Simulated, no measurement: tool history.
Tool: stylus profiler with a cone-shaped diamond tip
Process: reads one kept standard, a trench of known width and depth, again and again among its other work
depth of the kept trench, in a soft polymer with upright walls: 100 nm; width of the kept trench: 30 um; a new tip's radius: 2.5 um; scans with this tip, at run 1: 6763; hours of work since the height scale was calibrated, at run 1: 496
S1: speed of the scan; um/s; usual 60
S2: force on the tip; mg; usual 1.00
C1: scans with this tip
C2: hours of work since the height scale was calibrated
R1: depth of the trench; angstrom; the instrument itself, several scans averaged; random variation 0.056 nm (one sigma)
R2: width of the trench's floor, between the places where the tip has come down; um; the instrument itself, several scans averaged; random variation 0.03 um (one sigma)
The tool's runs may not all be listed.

run,hour,S1,S2,C1,C2,R1,R2
1,0.0,60,1.00,6763,496,1007.8,27.50
2,19.7,60,0.80,6957,510,1007.6,27.41
3,40.7,60,0.80,7164,525,1006.3,27.47
4,56.8,60,1.00,7323,537,1007.7,27.52
5,72.0,60,1.38,7473,548,1009.1,27.57
6,85.3,60,1.38,7604,557,1009.4,27.52
7,101.3,60,1.00,7762,569,1007.5,27.46
8,114.8,60,1.00,7895,578,1008.5,27.44
9,136.5,60,1.00,8108,594,1008.0,27.48
10,150.9,60,1.00,8251,605,1007.8,27.48
11,169.5,60,2.93,8434,618,1014.7,27.58
12,185.5,60,1.00,8592,630,1008.5,27.41
13,208.3,60,1.00,8816,646,1007.4,27.33
14,220.4,60,1.00,8936,655,1009.6,27.38
15,230.6,60,1.79,9036,662,1011.8,27.48
16,242.0,60,1.79,9149,670,1011.5,27.43
17,263.5,60,1.00,9361,686,1008.5,27.34
18,287.0,60,1.00,9592,703,1008.8,27.33
19,307.2,60,1.00,9791,717,1008.0,27.33
20,320.1,60,1.00,9918,727,1008.9,27.32
21,341.5,60,1.00,10129,742,1009.2,27.29
22,354.6,60,1.00,10259,752,1008.8,27.24
23,377.0,60,1.00,10479,768,1008.9,27.25
24,386.7,60,1.00,10575,775,1009.7,27.24
25,404.7,60,1.16,10752,788,1009.1,27.28
26,418.2,86,0.52,10885,798,1007.6,26.81
27,436.5,86,0.52,11065,811,1007.0,26.80
28,448.2,79,0.38,11181,819,1006.1,26.74
29,463.2,64,1.00,11329,830,1008.9,27.22
30,479.7,64,1.00,11491,842,1009.9,27.17
31,498.0,64,1.00,11672,855,1009.5,27.20
32,520.1,64,1.00,11889,871,1009.2,27.16
33,538.3,64,1.00,12069,884,1009.7,27.15
34,558.7,64,1.00,12271,899,1010.2,27.17
35,582.3,64,1.00,12503,916,1010.2,27.06
# hour 584.5: height scale calibrated on a step standard
36,601.8,198,1.53,12690,12,1007.5,26.42
37,613.5,198,2.90,12805,21,1012.4,26.73
38,627.7,23,0.57,12945,31,1004.3,27.26
39,649.0,60,1.29,13155,47,1007.5,27.11
40,667.0,29,1.00,13333,60,1007.0,27.26
41,677.4,165,1.00,13436,67,1007.0,26.36
42,691.5,128,1.00,13574,77,1006.3,26.63
43,702.0,185,0.78,13677,85,1005.5,26.04
44,715.9,185,0.78,13814,95,1006.3,26.01
45,739.0,129,2.78,14042,112,1011.6,26.84
46,752.2,129,2.78,14173,121,1012.2,26.90
47,764.0,129,2.78,14288,130,1012.9,26.91

How the hidden state differs across the entries between the runs, from the last listed run before each to the first after it:
Between runs 35 and 36: height scale calibrated on a step standard (hour 584.5)
  radius of the tip, um: 7.61 -> 7.69; height scale over the true one, %: 0.392 -> 0.009
  measured less the result without the state, R1: +4.0 -> +0.1 angstrom; R2: -1.06 -> -1.07 um
